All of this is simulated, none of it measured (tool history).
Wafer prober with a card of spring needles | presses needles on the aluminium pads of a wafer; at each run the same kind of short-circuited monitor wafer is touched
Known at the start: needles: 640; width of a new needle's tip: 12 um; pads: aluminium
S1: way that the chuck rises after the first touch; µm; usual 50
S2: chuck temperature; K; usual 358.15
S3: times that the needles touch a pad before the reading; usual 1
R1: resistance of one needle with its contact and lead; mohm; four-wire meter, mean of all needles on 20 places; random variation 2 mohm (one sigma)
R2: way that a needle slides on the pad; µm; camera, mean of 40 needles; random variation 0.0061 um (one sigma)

run,hour,S1,S2,S3,R1,R2
1,0.0,50,358.15,1,340,10.944
# hour 5.1: tips cleaned on abrasive film
2,9.8,50,358.15,1,297,10.937
3,14.1,50,358.15,1,328,10.935
# hour 20.3: tips cleaned on abrasive film
4,20.3,50,358.15,1,229,10.927
5,27.3,50,358.15,1,316,10.919
6,34.6,50,358.15,1,357,10.928
# hour 35.9: tips cleaned on abrasive film
7,43.0,50,358.15,1,317,10.917
8,49.0,50,358.15,1,357,10.911
# hour 51.7: tips cleaned on abrasive film
9,55.0,50,337.15,1,276,10.914
10,60.9,50,337.15,1,326,10.901
# hour 67.3: tips cleaned on abrasive film
11,69.7,50,313.15,1,271,10.904
12,79.7,50,313.15,1,347,10.895
# hour 83.1: tips cleaned on abrasive film
# hour 87.1: height of the first contact set anew
13,89.6,50,313.15,1,304,10.972
14,98.4,50,320.15,1,359,10.979
# hour 99.3: tips cleaned on abrasive film
15,106.8,50,358.15,1,318,10.954
16,113.8,50,358.15,1,355,10.970
# hour 114.7: tips cleaned on abrasive film
17,119.1,50,358.15,1,293,10.948
18,124.4,50,358.15,1,334,10.940
# hour 129.9: tips cleaned on abrasive film
19,132.4,50,358.15,1,276,10.951
20,139.3,40,358.15,2,321,8.742
# hour 145.7: tips cleaned on abrasive film
21,146.4,40,358.15,1,259,8.728
22,155.2,40,358.15,1,394,8.723
# hour 161.1: tips cleaned on abrasive film
23,162.8,40,358.15,1,279,8.723
24,171.5,40,300.15,1,404,8.718
# hour 176.8: tips cleaned on abrasive film
25,179.6,40,300.15,1,299,8.694
26,185.5,64,358.15,2,263,13.973
27,189.6,50,358.15,3,274,10.904
# hour 192.2: tips cleaned on abrasive film
28,194.4,45,358.15,2,257,9.780
29,201.5,50,335.15,1,333,10.877
# hour 207.1: height of the first contact set anew
# hour 208.0: tips cleaned on abrasive film
30,209.5,50,335.15,1,253,10.963
31,218.4,50,335.15,1,333,10.962
# hour 223.4: tips cleaned on abrasive film
32,224.4,67,299.15,1,225,14.678
33,231.2,50,335.15,2,284,10.955

The same runs without the tool's hidden state, with the same run-to-run variation:
The hidden state here: debris on the tips, nm; way that the needles fall short of the set height, um; tips' diameter, um; drift of the gauge itself on contact_mohm, %; drift of the gauge itself on scrub_um, %.
run,R1,R2
1,223,10.968
2,224,10.972
3,222,10.970
4,218,10.976
5,222,10.968
6,225,10.977
7,221,10.976
8,228,10.970
9,220,10.983
10,216,10.969
11,214,10.981
12,212,10.971
13,211,10.972
14,216,10.979
15,222,10.965
16,223,10.981
17,224,10.973
18,223,10.965
19,224,10.989
20,226,8.780
21,227,8.777
22,230,8.772
23,230,8.787
24,217,8.781
25,212,8.770
26,218,14.050
27,226,10.981
28,223,9.870
29,218,10.967
30,220,10.975
31,215,10.973
32,205,14.701
33,219,10.978

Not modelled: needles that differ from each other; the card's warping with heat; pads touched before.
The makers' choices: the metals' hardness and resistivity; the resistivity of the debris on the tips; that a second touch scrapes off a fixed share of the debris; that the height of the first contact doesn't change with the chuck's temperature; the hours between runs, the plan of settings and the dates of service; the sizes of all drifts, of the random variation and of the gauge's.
